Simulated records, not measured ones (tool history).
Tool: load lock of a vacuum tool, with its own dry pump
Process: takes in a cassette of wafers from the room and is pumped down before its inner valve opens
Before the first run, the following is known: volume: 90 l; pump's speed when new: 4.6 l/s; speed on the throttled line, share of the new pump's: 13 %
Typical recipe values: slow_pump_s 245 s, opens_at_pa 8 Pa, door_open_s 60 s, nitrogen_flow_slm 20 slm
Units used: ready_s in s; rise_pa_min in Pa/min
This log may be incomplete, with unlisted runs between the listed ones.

run	hour	slow_pump_s	opens_at_pa	door_open_s	nitrogen_flow_slm	incoming humidity of the room's air, %	ready_s	rise_pa_min
1	0.0	245	8	60	20	42.9	422.4	0.295
2	209.7	245	8	60	20	45.2	425.5	0.304
3	395.6	245	8	60	26	46.4	423.9	0.296
4	767.6	332	8	60	20	43.9	501.6	0.320
5	1103.5	332	8	60	20	44.9	497.1	0.318
6	1509.1	332	8	60	20	45.4	502.4	0.342
7	1783.8	332	8	60	20	44.2	505.4	0.339
8	2015.8	332	8	60	20	48.4	499.2	0.350
9	2359.2	245	8	60	20	47.0	427.4	0.359
10	2572.8	306	8	166	8	45.9	482.7	0.381
# hour 2746.4: dry pump taken out, an overhauled one fitted
11	2855.1	401	8	53	8	44.4	527.3	0.373
12	3187.4	373	8	31	20	45.9	504.8	0.384
13	3481.3	373	8	31	20	44.6	510.3	0.397
14	3825.0	373	8	74	20	45.6	505.6	0.415
15	4185.5	373	8	74	20	41.8	508.6	0.428
16	4565.0	373	8	123	20	44.9	506.8	0.436
17	4971.7	264	14	236	38	45.7	405.6	0.448

Predict each of these 4 candidate next runs independently; none follows another, all start after run 17:
A	5341.0	329	8	130	43	47.8	?	?
B	5341.0	271	8	60	20	44.4	?	?
C	5341.0	245	15	60	6	44.3	?	?
D	5341.0	264	14	43	38	42.1	?	?

run	ready_s	rise_pa_min
A	463.9	0.455
B	419.1	0.455
C	382.8	0.464
D	407.0	0.458
Without the tool's unlogged condition, the same runs would have read:
run	ready_s	rise_pa_min
A	462.9	0.005
B	418.0	0.009
C	382.1	0.016
D	405.9	0.011
